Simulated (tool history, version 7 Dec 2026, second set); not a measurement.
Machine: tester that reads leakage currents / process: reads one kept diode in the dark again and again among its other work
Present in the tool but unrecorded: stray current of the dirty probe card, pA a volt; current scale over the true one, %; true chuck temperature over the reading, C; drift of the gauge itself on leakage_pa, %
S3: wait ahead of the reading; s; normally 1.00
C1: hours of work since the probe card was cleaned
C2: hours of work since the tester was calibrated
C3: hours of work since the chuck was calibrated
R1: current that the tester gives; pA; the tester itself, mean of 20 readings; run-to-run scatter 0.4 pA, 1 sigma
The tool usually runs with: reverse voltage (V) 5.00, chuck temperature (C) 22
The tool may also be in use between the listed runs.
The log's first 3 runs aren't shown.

Run 4, hour 172.9: usual settings but S3 4.48 s; C1 2495; C2 1055; C3 756. Result: R1 132.51 pA.
Run 5, hour 222.2: usual settings but S3 3.79 s; C1 2531; C2 1091; C3 792. Result: R1 133.12 pA.
Run 6, hour 267.7: usual settings but S3 6.55 s; C1 2564; C2 1124; C3 825. Result: R1 132.51 pA.
Run 7, hour 345.9: usual settings; C1 2620; C2 1180; C3 881. Result: R1 133.28 pA.
Run 8, hour 406.3: usual settings but S3 0.85 s; C1 2664; C2 1224; C3 924. Result: R1 133.37 pA.
Run 9, hour 455.8: usual settings but S3 0.85 s; C1 2699; C2 1259; C3 960. Result: R1 133.78 pA.
Run 10, hour 521.5: usual settings but S3 1.95 s; C1 2747; C2 1307; C3 1007. Result: R1 133.63 pA.
Run 11, hour 567.0: usual settings but chuck temperature (C) 40; C1 2779; C2 1339; C3 1040. Result: R1 472.54 pA.
Run 12, hour 618.6: usual settings but chuck temperature (C) 30; C1 2817; C2 1377; C3 1077. Result: R1 237.84 pA.
Run 13, hour 652.7: usual settings but chuck temperature (C) 30; C1 2841; C2 1401; C3 1102. Result: R1 237.06 pA.
Run 14, hour 688.9: usual settings but chuck temperature (C) 23; C1 2867; C2 1427; C3 1128. Result: R1 143.13 pA.
Run 15, hour 764.2: usual settings; C1 2922; C2 1481; C3 1182. Result: R1 132.56 pA.
Run 16, hour 826.8: usual settings; C1 2967; C2 1527; C3 1227. Result: R1 133.45 pA.
Run 17, hour 898.9: usual settings; C1 3019; C2 1579; C3 1279. Result: R1 133.55 pA.
Run 18, hour 938.6: usual settings but reverse voltage (V) 2.72; C1 3047; C2 1607; C3 1308. Result: R1 106.23 pA.
At hour 972.0: chuck's temperature calibrated.
Run 19, hour 1013.5: usual settings; C1 3100; C2 1660; C3 30. Result: R1 133.22 pA.
Run 20, hour 1071.4: usual settings; C1 3141; C2 1701; C3 72. Result: R1 132.62 pA.
Run 21, hour 1143.1: usual settings; C1 3193; C2 1753; C3 123. Result: R1 132.94 pA.
Run 22, hour 1215.9: usual settings but reverse voltage (V) 9.74, S3 0.42 s; C1 3246; C2 1806; C3 176. Result: R1 170.95 pA.
Run 23, hour 1266.3: usual settings but reverse voltage (V) 9.74, S3 0.42 s; C1 3282; C2 1842; C3 212. Result: R1 170.36 pA.
Run 24, hour 1341.0: usual settings but reverse voltage (V) 1.91, S3 0.52 s; C1 3336; C2 1896; C3 266. Result: R1 94.26 pA.
Run 25, hour 1419.7: usual settings but reverse voltage (V) 1.91, S3 0.52 s; C1 3392; C2 1952; C3 323. Result: R1 93.83 pA.
Run 26, hour 1492.7: usual settings but reverse voltage (V) 2.82, chuck temperature (C) 28, S3 3.25 s; C1 3445; C2 2005; C3 375. Result: R1 167.93 pA.
Run 27, hour 1541.9: usual settings but reverse voltage (V) 2.82, chuck temperature (C) 28, S3 3.25 s; C1 3481; C2 2040; C3 411. Result: R1 166.59 pA.
Run 28, hour 1592.2: usual settings but chuck temperature (C) 41, S3 4.80 s; C1 3517; C2 2077; C3 447. Result: R1 505.22 pA.

Run 29, settings as shown, results not yet in. Your forecast:
Run 29, hour 1662.6: usual settings but reverse voltage (V) 2.53, S3 0.38 s; C1 3568; C2 2127; C3 498. Result: R1 ?.

R1: 105.05 pA
Minus the tool's unlogged condition, the same run would have read R1 104.96 pA.
